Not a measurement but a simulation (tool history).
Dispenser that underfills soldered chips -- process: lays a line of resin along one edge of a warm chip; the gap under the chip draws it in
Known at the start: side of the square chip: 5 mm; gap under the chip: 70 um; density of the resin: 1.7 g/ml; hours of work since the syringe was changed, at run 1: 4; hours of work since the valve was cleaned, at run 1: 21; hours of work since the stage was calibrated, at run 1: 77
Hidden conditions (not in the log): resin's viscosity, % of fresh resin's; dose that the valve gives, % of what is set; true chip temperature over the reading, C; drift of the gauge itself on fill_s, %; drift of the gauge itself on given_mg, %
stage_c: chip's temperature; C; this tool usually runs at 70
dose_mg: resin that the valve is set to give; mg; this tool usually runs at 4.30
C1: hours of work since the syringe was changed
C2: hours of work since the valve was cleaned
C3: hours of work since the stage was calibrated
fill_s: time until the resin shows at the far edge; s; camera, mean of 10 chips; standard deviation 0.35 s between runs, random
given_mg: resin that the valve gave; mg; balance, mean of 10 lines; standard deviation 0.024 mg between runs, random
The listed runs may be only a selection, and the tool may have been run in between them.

{"run": 1, "day": 0.0, "stage_c": 70, "dose_mg": 4.3, "C1": 4, "C2": 21, "C3": 77, "fill_s": 23.2, "given_mg": 4.23}
{"day": 0.175, "done": "new syringe of resin"}
{"run": 2, "day": 0.3, "stage_c": 70, "dose_mg": 4.3, "C1": 2, "C2": 26, "C3": 82, "fill_s": 20.2, "given_mg": 4.2}
{"day": 0.567, "done": "new syringe of resin"}
{"run": 3, "day": 0.604, "stage_c": 70, "dose_mg": 4.3, "C1": 1, "C2": 31, "C3": 86, "fill_s": 19.2, "given_mg": 4.17}
{"run": 4, "day": 0.892, "stage_c": 70, "dose_mg": 4.75, "C1": 5, "C2": 36, "C3": 91, "fill_s": 24.3, "given_mg": 4.61}
{"day": 0.971, "done": "new syringe of resin"}
{"run": 5, "day": 1.242, "stage_c": 70, "dose_mg": 4.75, "C1": 5, "C2": 42, "C3": 97, "fill_s": 23.7, "given_mg": 4.58}
{"day": 1.371, "done": "new syringe of resin"}
{"run": 6, "day": 1.488, "stage_c": 70, "dose_mg": 4.75, "C1": 2, "C2": 46, "C3": 101, "fill_s": 20.6, "given_mg": 4.55}
{"run": 7, "day": 1.7, "stage_c": 74, "dose_mg": 5.04, "C1": 6, "C2": 49, "C3": 104, "fill_s": 20.7, "given_mg": 4.83}
{"day": 1.779, "done": "new syringe of resin"}
{"run": 8, "day": 1.917, "stage_c": 67, "dose_mg": 4.3, "C1": 2, "C2": 53, "C3": 108, "fill_s": 23.2, "given_mg": 4.09}
{"day": 2.196, "done": "new syringe of resin"}
{"run": 9, "day": 2.242, "stage_c": 59, "dose_mg": 5.19, "C1": 1, "C2": 58, "C3": 113, "fill_s": 30.1, "given_mg": 4.93}
{"day": 2.588, "done": "new syringe of resin"}
{"run": 10, "day": 2.588, "stage_c": 77, "dose_mg": 5.54, "C1": 0, "C2": 64, "C3": 119, "fill_s": 13.1, "given_mg": 5.25}
{"run": 11, "day": 2.921, "stage_c": 70, "dose_mg": 4.02, "C1": 6, "C2": 69, "C3": 124, "fill_s": 26.0, "given_mg": 3.79}

Each row is a separate what-if for the run after 11, all from the same tool condition, not one after another. Results?
{"day": 3.012, "done": "new syringe of resin"}
{"run": "A", "day": 3.112, "stage_c": 70, "dose_mg": 5.07, "C1": 2, "C2": 72, "C3": 127, "fill_s": "?", "given_mg": "?"}
{"day": 3.012, "done": "new syringe of resin"}
{"run": "B", "day": 3.112, "stage_c": 68, "dose_mg": 4.79, "C1": 2, "C2": 72, "C3": 127, "fill_s": "?", "given_mg": "?"}
{"day": 3.012, "done": "new syringe of resin"}
{"run": "C", "day": 3.112, "stage_c": 70, "dose_mg": 4.81, "C1": 2, "C2": 72, "C3": 127, "fill_s": "?", "given_mg": "?"}

run=A fill_s=19.5 given_mg=4.78
run=B fill_s=21.9 given_mg=4.48
run=C fill_s=20.3 given_mg=4.50
Without the tool's unlogged condition, the same runs would have read:
run=A fill_s=18.0 given_mg=5.11
run=B fill_s=20.3 given_mg=4.79
run=C fill_s=18.8 given_mg=4.81
